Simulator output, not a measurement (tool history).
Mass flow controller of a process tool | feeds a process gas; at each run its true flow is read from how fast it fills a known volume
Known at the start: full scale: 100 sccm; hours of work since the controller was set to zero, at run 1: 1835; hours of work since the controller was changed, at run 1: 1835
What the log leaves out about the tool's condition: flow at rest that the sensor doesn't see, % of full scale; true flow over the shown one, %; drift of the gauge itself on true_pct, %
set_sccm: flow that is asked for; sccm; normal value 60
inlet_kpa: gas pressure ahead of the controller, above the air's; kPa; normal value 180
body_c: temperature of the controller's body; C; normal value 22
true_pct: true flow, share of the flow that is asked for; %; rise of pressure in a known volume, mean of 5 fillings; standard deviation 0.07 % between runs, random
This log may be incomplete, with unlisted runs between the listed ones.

run    hour  set_sccm  inlet_kpa  body_c  hours of work since the controller was set to zero  hours of work since the controller was changed  true_pct
  1     0.0        60        180      22                                                1835                                            1835     98.70
  2   114.8        60        180      22                                                1898                                            1898     98.58
  3   254.1        60        180      22                                                1975                                            1975     98.51
  4   507.9        60        180      22                                                2114                                            2114     98.51
  5   651.9        60        180      22                                                2193                                            2193     98.52
  6   755.6        60        180      22                                                2249                                            2249     98.53
  7   858.9        60        240      22                                                2306                                            2306     98.92
  8   991.2        60        180      22                                                2379                                            2379     98.56
  9  1205.6        60        180      22                                                2496                                            2496     98.49
 10  1344.6        60        223      22                                                2572                                            2572     98.74
 11  1490.1        60        180      22                                                2652                                            2652     98.48
 12  1730.4        60        180      22                                                2784                                            2784     98.66
 13  1870.4        60        180      22                                                2860                                            2860     98.63
 14  2073.4        60        180      22                                                2971                                            2971     98.61
 15  2252.6        60        180      25                                                3070                                            3070     98.95
 16  2464.9        60        180      25                                                3186                                            3186     98.95
 17  2697.8        60        180      25                                                3314                                            3314     98.98
 18  2825.4        60        180      22                                                3384                                            3384     98.65
 19  3029.0        60        180      22                                                3495                                            3495     98.52
 20  3179.1        60        180      22                                                3577                                            3577     98.60
 21  3390.9        60        180      22                                                3693                                            3693     98.63
 22  3551.3        60        180      22                                                3781                                            3781     98.55
 23  3806.1        60        168      22                                                3921                                            3921     98.52
 24  3962.8        60        155      22                                                4007                                            4007     98.34
 25  4087.5        66        159      30                                                4075                                            4075     99.62
 26  4217.8        66        159      30                                                4147                                            4147     99.62
 27  4331.8        55        269      24                                                4209                                            4209     99.19

Forecast run 28:
 28  4472.0        16        194      28                                                4286                                            4286         ?

Run 28 gave true_pct 96.57 %.
Were there no unlogged condition in the tool, this run, its random variation unchanged, would have produced true_pct 97.99 %.
